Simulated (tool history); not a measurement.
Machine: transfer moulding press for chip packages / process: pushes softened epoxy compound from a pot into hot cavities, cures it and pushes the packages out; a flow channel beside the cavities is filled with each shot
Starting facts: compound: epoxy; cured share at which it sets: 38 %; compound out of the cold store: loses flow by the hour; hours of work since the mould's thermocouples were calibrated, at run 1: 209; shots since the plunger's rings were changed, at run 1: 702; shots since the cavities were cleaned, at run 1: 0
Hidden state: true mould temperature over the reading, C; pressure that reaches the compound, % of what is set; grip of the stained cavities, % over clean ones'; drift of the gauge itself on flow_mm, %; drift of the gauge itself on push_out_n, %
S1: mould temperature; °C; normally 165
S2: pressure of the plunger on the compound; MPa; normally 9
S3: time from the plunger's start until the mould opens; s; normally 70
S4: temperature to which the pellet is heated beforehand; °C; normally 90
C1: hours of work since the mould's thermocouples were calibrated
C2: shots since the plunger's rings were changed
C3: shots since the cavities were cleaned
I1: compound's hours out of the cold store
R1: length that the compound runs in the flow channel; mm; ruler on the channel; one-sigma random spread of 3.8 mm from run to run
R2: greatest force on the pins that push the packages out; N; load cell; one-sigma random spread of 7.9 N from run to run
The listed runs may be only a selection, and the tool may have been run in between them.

run	hour	S1	S2	S3	S4	C1	C2	C3	I1	R1	R2
1	0	165	9	70	90	209	702	0	33.7	573	349
2	69.8	165	9	70	90	248	1554	852	24.3	581	349
# hour 80.7: cavities cleaned with cleaning compound and waxed
3	147.9	165	9	70	90	292	2489	819	40.1	564	348
# hour 166.3: cavities cleaned with cleaning compound and waxed
# hour 229.1: mould's thermocouples calibrated
4	240.8	165	9	70	90	7	3581	885	29.3	571	346
# hour 251: cavities cleaned with cleaning compound and waxed
5	315.2	165	9	70	90	48	4470	784	34	572	351
# hour 331.7: cavities cleaned with cleaning compound and waxed
6	406.9	165	9	70	90	98	5572	919	41.5	569	335
# hour 414.5: cavities cleaned with cleaning compound and waxed
# hour 460.5: plunger's sealing rings changed
7	485.1	165	9	70	90	140	301	832	31.1	575	347
# hour 500.7: cavities cleaned with cleaning compound and waxed
8	557.6	165	9	70	90	180	1167	694	43.3	564	332
# hour 585.1: cavities cleaned with cleaning compound and waxed
9	641.9	165	9	70	99	227	2179	694	34.3	573	349
# hour 669.9: cavities cleaned with cleaning compound and waxed
10	738.6	165	8.54	70	90	280	3340	839	13.2	581	349
# hour 754.8: cavities cleaned with cleaning compound and waxed
# hour 840.4: mould's thermocouples calibrated
# hour 841.9: cavities cleaned with cleaning compound and waxed
11	845	165	8.54	70	90	2	4578	38	18.7	580	337
# hour 922.3: cavities cleaned with cleaning compound and waxed
12	946.9	165	8.54	70	90	58	5804	301	9	590	339
# hour 980.7: plunger's sealing rings changed
# hour 1007.8: cavities cleaned with cleaning compound and waxed
13	1046	165	8.54	70	90	112	780	466	25.6	567	347
# hour 1089.4: cavities cleaned with cleaning compound and waxed
14	1139.8	165	8.54	70	90	164	1906	615	15.5	585	356
# hour 1174.2: cavities cleaned with cleaning compound and waxed
15	1207	165	10.56	70	84	201	2708	401	14.9	643	368
# hour 1259.7: cavities cleaned with cleaning compound and waxed
16	1299.4	158	9.19	78	84	252	3818	484	8.5	634	477

Estimate the outcome of run 17 from the log above:
# hour 1348.1: cavities cleaned with cleaning compound and waxed
17	1360.1	158	9.19	78	84	285	4541	147	23.7	?	?

Logged for run 17: R1 616 mm, R2 448 N.
Had the tool carried no hidden state, the very same run would have given R1 617 mm, R2 446 N.
